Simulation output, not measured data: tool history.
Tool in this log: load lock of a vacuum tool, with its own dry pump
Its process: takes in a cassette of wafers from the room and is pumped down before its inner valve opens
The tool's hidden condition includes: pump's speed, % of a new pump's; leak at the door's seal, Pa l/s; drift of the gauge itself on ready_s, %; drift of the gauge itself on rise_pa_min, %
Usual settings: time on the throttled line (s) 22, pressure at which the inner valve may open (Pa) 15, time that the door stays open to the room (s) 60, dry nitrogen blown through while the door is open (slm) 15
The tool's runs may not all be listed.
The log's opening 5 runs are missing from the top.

| run | hour | time on the throttled line (s) | pressure at which the inner valve may open (Pa) | time that the door stays open to the room (s) | dry nitrogen blown through while the door is open (slm) | hours that the pump has run since its overhaul | times that the door has closed on its seal | incoming humidity of the room's air, % | time from the closed door until the inner valve may open (s) | rise of the pressure with all valves shut (Pa/min) |
|---|---|---|---|---|---|---|---|---|---|---|
| 6 | 1125 | 22 | 15 | 206 | 15 | 10429 | 42852 | 49.8 | 47.6 | 0.216 |
| 7 | 1354.6 | 22 | 15 | 206 | 15 | 10659 | 43831 | 45 | 47.7 | 0.219 |
| 8 | 1635 | 22 | 15 | 206 | 19 | 10939 | 45026 | 45.6 | 47.8 | 0.226 |
| 9 | 1865.4 | 22 | 15 | 60 | 15 | 11170 | 46009 | 45.4 | 47.1 | 0.211 |
| 10 | 2218.6 | 22 | 15 | 73 | 15 | 11523 | 47515 | 43 | 47.7 | 0.226 |
| 11 | 2452.7 | 22 | 15 | 73 | 15 | 11757 | 48513 | 44.7 | 48 | 0.233 |
| 12 | 2721.3 | 22 | 15 | 73 | 15 | 12025 | 49658 | 44.1 | 48.9 | 0.244 |
| 13 | 2928.9 | 22 | 15 | 60 | 15 | 12233 | 50544 | 42.2 | 49.2 | 0.253 |
| 14 | 3153.2 | 22 | 15 | 60 | 5 | 12457 | 51500 | 44.1 | 48.3 | 0.271 |
| 15 | 3331.4 | 22 | 15 | 60 | 15 | 12636 | 52260 | 46.6 | 48.9 | 0.272 |
| 16 | 3542.9 | 22 | 15 | 60 | 15 | 12847 | 53162 | 44.8 | 48.3 | 0.273 |
| 17 | 3753.7 | 22 | 15 | 60 | 15 | 13058 | 54061 | 41.5 | 48.7 | 0.277 |
| 18 | 4110.1 | 22 | 16 | 60 | 15 | 13414 | 55581 | 45.4 | 47.7 | 0.296 |
| 19 | 4364.6 | 22 | 16 | 60 | 15 | 13669 | 56666 | 43.9 | 49.7 | 0.297 |
| 20 | 4570.6 | 22 | 16 | 60 | 15 | 13875 | 57544 | 43.8 | 48.1 | 0.315 |
|  | 4667.3 | door's seal changed, seat wiped |
| 21 | 4773.2 | 22 | 16 | 104 | 21 | 14076 | 452 | 44.1 | 48.7 | 0.023 |
| 22 | 5020.6 | 22 | 16 | 104 | 21 | 14323 | 1507 | 44.8 | 48.9 | 0.025 |
| 23 | 5226.1 | 22 | 14 | 60 | 11 | 14529 | 2383 | 45.9 | 49.3 | 0.035 |
| 24 | 5547.5 | 13 | 15 | 60 | 15 | 14850 | 3754 | 45.2 | 42.9 | 0.021 |
| 25 | 5871.3 | 13 | 22 | 81 | 15 | 15174 | 5135 | 45.1 | 41.2 | 0.035 |
| 26 | 6054.6 | 12 | 17 | 81 | 4 | 15357 | 5916 | 43.5 | 42.2 | 0.051 |
| 27 | 6216.4 | 12 | 17 | 81 | 4 | 15519 | 6606 | 42 | 42 | 0.057 |

Predict the results of run 28:
| 28 | 6513.8 | 12 | 17 | 81 | 4 | 15817 | 7874 | 43.2 | ? | ? |

Run 28 measured time from the closed door until the inner valve may open (s) 42.4, rise of the pressure with all valves shut (Pa/min) 0.052.
Minus the tool's unlogged condition, the same run would have read time from the closed door until the inner valve may open (s) 38, rise of the pressure with all valves shut (Pa/min) 0.036.
